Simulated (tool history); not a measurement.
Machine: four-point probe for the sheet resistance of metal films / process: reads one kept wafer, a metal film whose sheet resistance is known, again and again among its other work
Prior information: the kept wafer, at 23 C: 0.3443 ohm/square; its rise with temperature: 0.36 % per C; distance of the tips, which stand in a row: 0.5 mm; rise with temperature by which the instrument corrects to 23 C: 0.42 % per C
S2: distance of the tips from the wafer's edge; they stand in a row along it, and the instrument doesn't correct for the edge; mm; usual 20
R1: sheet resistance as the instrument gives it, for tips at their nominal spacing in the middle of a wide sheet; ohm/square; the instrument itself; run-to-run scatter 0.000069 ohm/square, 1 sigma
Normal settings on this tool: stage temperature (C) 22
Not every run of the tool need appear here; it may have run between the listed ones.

run 1 hour=0 | stage_temperature_(C)=22 S2=20 | R1=0.34097
run 2 hour=88.1 | stage_temperature_(C)=22 S2=20 | R1=0.340881
run 3 hour=216.1 | stage_temperature_(C)=18 S2=20 | R1=0.341672
run 4 hour=312 | stage_temperature_(C)=18 S2=20 | R1=0.34153
run 5 hour=418.1 | stage_temperature_(C)=18 S2=20 | R1=0.341473
-- hour=506.5 stage's thermometer calibrated
run 6 hour=524.3 | stage_temperature_(C)=18 S2=20 | R1=0.341149
run 7 hour=625.4 | stage_temperature_(C)=18 S2=20 | R1=0.341179
run 8 hour=714.7 | stage_temperature_(C)=22 S2=20 | R1=0.34015
run 9 hour=822.3 | stage_temperature_(C)=22 S2=20 | R1=0.340293
run 10 hour=885.5 | stage_temperature_(C)=22 S2=20 | R1=0.340113
run 11 hour=1021.3 | stage_temperature_(C)=22 S2=20 | R1=0.339951
run 12 hour=1079.9 | stage_temperature_(C)=22 S2=20 | R1=0.340008
run 13 hour=1141 | stage_temperature_(C)=30 S2=49 | R1=0.338184
run 14 hour=1200 | stage_temperature_(C)=26 S2=3 | R1=0.344024
-- hour=1281.2 new probe head fitted
run 15 hour=1284.5 | stage_temperature_(C)=22 S2=13 | R1=0.345552
run 16 hour=1378.6 | stage_temperature_(C)=33 S2=52 | R1=0.342877
run 17 hour=1486.2 | stage_temperature_(C)=32 S2=6 | R1=0.344304

Below are 4 alternative next runs, each starting from the tool's condition after run 17. Predict each:
run A hour=1572.6 | stage_temperature_(C)=23 S2=20 | R1=?
run B hour=1572.6 | stage_temperature_(C)=29 S2=4 | R1=?
run C hour=1572.6 | stage_temperature_(C)=26 S2=7 | R1=?
run D hour=1572.6 | stage_temperature_(C)=24 S2=13 | R1=?

run=A R1=0.344897
run=B R1=0.346341
run=C R1=0.345081
run=D R1=0.344785
Take away the tool's hidden state, keep each run's random variation, and the runs would have read:
run=A R1=0.344453
run=B R1=0.345898
run=C R1=0.344638
run=D R1=0.344342
